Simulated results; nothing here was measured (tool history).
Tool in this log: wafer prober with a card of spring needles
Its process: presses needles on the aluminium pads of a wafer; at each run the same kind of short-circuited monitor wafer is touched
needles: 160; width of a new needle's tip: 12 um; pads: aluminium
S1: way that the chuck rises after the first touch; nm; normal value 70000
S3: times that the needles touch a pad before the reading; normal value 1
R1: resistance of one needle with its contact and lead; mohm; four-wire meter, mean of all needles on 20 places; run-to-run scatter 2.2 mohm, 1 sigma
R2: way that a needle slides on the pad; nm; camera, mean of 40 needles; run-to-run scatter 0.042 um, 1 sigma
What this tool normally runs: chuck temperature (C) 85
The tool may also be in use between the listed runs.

run 1 hour=0.0 | S1=70000 chuck_temperature_(C)=85 S3=1 | R1=264 R2=13600
-- hour=2.0 tips cleaned on abrasive film
run 2 hour=13.0 | S1=68000 chuck_temperature_(C)=85 S3=1 | R1=265 R2=13130
-- hour=21.5 tips cleaned on abrasive film
run 3 hour=23.9 | S1=70000 chuck_temperature_(C)=85 S3=3 | R1=259 R2=13520
run 4 hour=37.1 | S1=70000 chuck_temperature_(C)=106 S3=1 | R1=271 R2=13580
-- hour=40.9 tips cleaned on abrasive film
run 5 hour=45.3 | S1=70000 chuck_temperature_(C)=106 S3=1 | R1=265 R2=13570
run 6 hour=58.4 | S1=70000 chuck_temperature_(C)=85 S3=1 | R1=263 R2=13630
-- hour=60.5 tips cleaned on abrasive film
run 7 hour=68.9 | S1=64000 chuck_temperature_(C)=85 S3=1 | R1=262 R2=12360
run 8 hour=77.8 | S1=64000 chuck_temperature_(C)=85 S3=1 | R1=271 R2=12380
-- hour=79.8 tips cleaned on abrasive film
run 9 hour=86.2 | S1=70000 chuck_temperature_(C)=85 S3=2 | R1=257 R2=13490
run 10 hour=96.3 | S1=70000 chuck_temperature_(C)=85 S3=2 | R1=265 R2=13520
-- hour=98.8 tips cleaned on abrasive film
run 11 hour=106.8 | S1=87000 chuck_temperature_(C)=57 S3=3 | R1=245 R2=16800

Run 12, settings as shown, results not yet in. Your forecast:
-- hour=117.9 tips cleaned on abrasive film
run 12 hour=117.9 | S1=70000 chuck_temperature_(C)=85 S3=2 | R1=? R2=?

Logged for run 12: R1 256 mohm, R2 13530 nm.
The same run, on a tool lacking any hidden state, would have yielded R1 255 mohm, R2 13610 nm.
